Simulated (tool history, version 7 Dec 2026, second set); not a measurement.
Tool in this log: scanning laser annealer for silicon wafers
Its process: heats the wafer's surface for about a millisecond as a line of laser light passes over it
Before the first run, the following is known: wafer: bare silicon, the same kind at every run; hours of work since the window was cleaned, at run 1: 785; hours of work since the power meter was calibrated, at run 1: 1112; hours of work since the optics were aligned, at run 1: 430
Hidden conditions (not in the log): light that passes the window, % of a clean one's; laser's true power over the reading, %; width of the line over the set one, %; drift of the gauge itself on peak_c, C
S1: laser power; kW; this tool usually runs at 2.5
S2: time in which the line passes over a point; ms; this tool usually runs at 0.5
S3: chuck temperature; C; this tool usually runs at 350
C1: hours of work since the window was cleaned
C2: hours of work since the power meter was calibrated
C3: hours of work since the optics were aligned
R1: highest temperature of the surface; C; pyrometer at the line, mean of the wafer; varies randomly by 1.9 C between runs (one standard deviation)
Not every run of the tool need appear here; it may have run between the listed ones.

run    hour     S1     S2   S3   C1    C2    C3    R1
  1       0    2.5    0.5  350  785  1112   430  1093
  2    34.1    2.5    0.5  350  811  1138   455  1091
  3    55.6    2.5    0.5  350  827  1154   472  1093
  4    79.8    2.5  0.556  350  846  1172   490  1136
  5     114    2.5  0.556  350  871  1198   516  1133
  6   139.3    2.5  0.556  350  891  1217   535  1135
  7     181  2.639    0.5  350  922  1249   566  1134
      195.2  -- window over the wafer cleaned
  8   209.5  2.658    0.5  350   11  1269   586  1142
  9     247  2.663    0.5  350   39  1297   615  1142
 10   280.2    2.5    0.5  350   64  1322   640  1090
 11   305.6    2.5    0.5  350   84  1341   659  1093
 12   327.5    2.5    0.5  350  100  1358   676  1092
 13   356.2    2.5    0.5  350  122  1380   697  1092
 14   392.2    2.5    0.5  350  149  1407   725  1092
 15   412.8    2.5    0.5  358  165  1422   740  1101
 16   442.2    2.5    0.5  350  187  1445   762  1092
 17   471.3    2.5  0.457  350  209  1467   784  1057
 18   501.1    2.5    0.5  350  231  1489   807  1090
 19     535    2.5    0.5  350  257  1515   832  1092
 20   564.9    2.5    0.5  350  280  1537   855  1092
 21   605.8    2.5    0.5  350  310  1568   886  1089
 22   642.3    2.5    0.5  350  338  1596   914  1093
 23   664.1    2.5    0.5  350  354  1612   930  1092
 24   694.7  2.291  0.427  350  378  1635   953   974
 25   718.5    2.5   0.45  366  396  1653   971  1070
 26   745.7    2.5  0.462  350  416  1674   992  1063
 27     784    2.7  0.446  372  445  1703  1021  1132
 28   816.1  2.547  0.353  348  469  1727  1045   980
 29     835  2.177  0.464  311  484  1742  1059   929
 30   871.3  2.496  0.464  358  511  1769  1087  1073
 31   906.7  2.696    0.5  327  538  1796  1113  1131
 32   929.1  2.235  0.578  327  555  1813  1130  1042
 33   947.5  2.518  0.608  320  569  1827  1144  1151
 34   981.7    2.5  0.567  351  595  1852  1170  1145
 35  1007.5  2.445    0.6  350  614  1872  1190  1146
 36  1043.9  2.445    0.6  350  642  1899  1217  1148

Branching from run 36: 5 alternative next runs. What would each branch give?
  A  1073.7  2.437  0.407  350  664  1922  1240   ?
  B  1073.7  2.608    0.6  350  664  1922  1240   ?
  C  1073.7    2.5    0.5  319  664  1922  1240   ?
  D  1073.7  2.607  0.462  366  664  1922  1240   ?
  E  1073.7  2.214  0.376  350  664  1922  1240   ?

run    R1
  A   998
  B  1206
  C  1059
  D  1112
  E   913
Stripped of hidden state, with their random variation kept, the same runs would have yielded:
run    R1
  A   999
  B  1206
  C  1060
  D  1113
  E   913

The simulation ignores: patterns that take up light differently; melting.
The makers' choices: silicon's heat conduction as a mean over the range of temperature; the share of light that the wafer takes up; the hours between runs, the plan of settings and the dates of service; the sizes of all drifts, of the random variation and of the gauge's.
